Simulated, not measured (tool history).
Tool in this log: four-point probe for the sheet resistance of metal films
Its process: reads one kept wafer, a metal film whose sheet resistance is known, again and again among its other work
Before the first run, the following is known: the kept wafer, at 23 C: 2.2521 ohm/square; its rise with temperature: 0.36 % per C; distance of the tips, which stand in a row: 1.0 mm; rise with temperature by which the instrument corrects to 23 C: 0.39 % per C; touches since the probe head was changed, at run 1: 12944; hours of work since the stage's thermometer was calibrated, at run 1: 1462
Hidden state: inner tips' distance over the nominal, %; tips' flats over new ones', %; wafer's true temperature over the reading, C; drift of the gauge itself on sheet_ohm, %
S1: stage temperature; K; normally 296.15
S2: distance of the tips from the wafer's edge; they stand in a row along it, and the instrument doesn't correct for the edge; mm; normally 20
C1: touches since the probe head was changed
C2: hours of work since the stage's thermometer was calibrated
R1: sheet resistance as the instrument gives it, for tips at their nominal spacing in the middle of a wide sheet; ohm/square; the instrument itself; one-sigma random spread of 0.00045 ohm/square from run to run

Run 1, day 0.000: usual settings; C1 12944; C2 1462. Result: R1 2.254765 ohm/square.
Run 2, day 0.742: usual settings; C1 13665; C2 1475. Result: R1 2.255316 ohm/square.
Run 3, day 1.538: usual settings; C1 14441; C2 1488. Result: R1 2.254056 ohm/square.
Run 4, day 2.379: usual settings but S2 9 mm; C1 15257; C2 1502. Result: R1 2.266599 ohm/square.
Run 5, day 3.017: usual settings but S1 297.15 K, S2 9 mm; C1 15875; C2 1513. Result: R1 2.265829 ohm/square.
Run 6, day 3.417: usual settings but S1 297.15 K, S2 12 mm; C1 16265; C2 1520. Result: R1 2.259178 ohm/square.
Run 7, day 3.817: usual settings but S1 297.15 K, S2 12 mm; C1 16655; C2 1526. Result: R1 2.259444 ohm/square.
Run 8, day 4.421: usual settings but S1 297.15 K, S2 11 mm; C1 17241; C2 1537. Result: R1 2.260803 ohm/square.
Run 9, day 5.050: usual settings; C1 17854; C2 1547. Result: R1 2.254162 ohm/square.
Run 10, day 5.933: usual settings; C1 18714; C2 1562. Result: R1 2.253601 ohm/square.
Run 11, day 6.658: usual settings but S1 298.15 K; C1 19418; C2 1574. Result: R1 2.252084 ohm/square.
Run 12, day 7.225: usual settings but S1 298.15 K; C1 19969; C2 1584. Result: R1 2.252123 ohm/square.
Run 13, day 8.112: usual settings; C1 20830; C2 1598. Result: R1 2.253312 ohm/square.
Run 14, day 8.704: usual settings; C1 21405; C2 1608. Result: R1 2.253046 ohm/square.
Run 15, day 9.450: usual settings but S1 299.15 K; C1 22130; C2 1621. Result: R1 2.250857 ohm/square.
Run 16, day 10.217: usual settings but S1 303.15 K, S2 10 mm; C1 22879; C2 1634. Result: R1 2.257344 ohm/square.
Run 17, day 10.675: usual settings but S1 307.15 K, S2 5 mm; C1 23323; C2 1642. Result: R1 2.290513 ohm/square.
Run 18, day 11.125: usual settings but S1 308.15 K, S2 4 mm; C1 23762; C2 1649. Result: R1 2.316170 ohm/square.
Run 19, day 11.550: usual settings but S1 308.15 K, S2 4 mm; C1 24175; C2 1656. Result: R1 2.315305 ohm/square.
Run 20, day 12.450: usual settings but S1 303.15 K, S2 14 mm; C1 25049; C2 1671. Result: R1 2.251560 ohm/square.
Run 21, day 13.183: usual settings but S2 9 mm; C1 25760; C2 1684. Result: R1 2.264718 ohm/square.
Run 22, day 13.962: usual settings but S1 297.15 K, S2 6 mm; C1 26519; C2 1697. Result: R1 2.281800 ohm/square.
Run 23, day 14.746: usual settings but S2 48 mm; C1 27283; C2 1710. Result: R1 2.250200 ohm/square.
Run 24, day 15.400: usual settings but S1 303.15 K, S2 46 mm; C1 27918; C2 1721. Result: R1 2.246138 ohm/square.
At day 16.146: stage's thermometer calibrated.
Run 25, day 16.250: usual settings but S1 295.15 K, S2 12 mm; C1 28721; C2 2. Result: R1 2.260571 ohm/square.
Run 26, day 16.654: usual settings but S1 295.15 K, S2 12 mm; C1 29115; C2 8. Result: R1 2.261330 ohm/square.
Run 27, day 17.204: usual settings but S1 295.15 K, S2 12 mm; C1 29651; C2 18. Result: R1 2.259967 ohm/square.
Run 28, day 17.696: usual settings but S1 297.15 K, S2 54 mm; C1 30129; C2 26. Result: R1 2.250897 ohm/square.

How would selected steps in R1 from run to run divide? Give the signed amount a tool lacking its hidden state would still show from settings, what came in and random variation, and the signed amount left for the hidden state, including any gauge scatter that is not in both of the compared results.
Run 16 -> 17: S1 303.15 -> 307.15, S2 10 -> 5. R1 +0.033169 ohm/square: hidden state -0.000087, all else +0.033256.
Run 19 -> 20: S1 308.15 -> 303.15, S2 4 -> 14. R1 -0.063745 ohm/square: hidden state -0.000144, all else -0.063601.
Run 20 -> 21: S1 303.15 -> 296.15, S2 14 -> 9. R1 +0.013158 ohm/square: hidden state -0.000209, all else +0.013367.
Run 24 -> 25: S1 303.15 -> 295.15, S2 46 -> 12, stage's thermometer calibrated. R1 +0.014433 ohm/square: hidden state +0.002591, all else +0.011842.
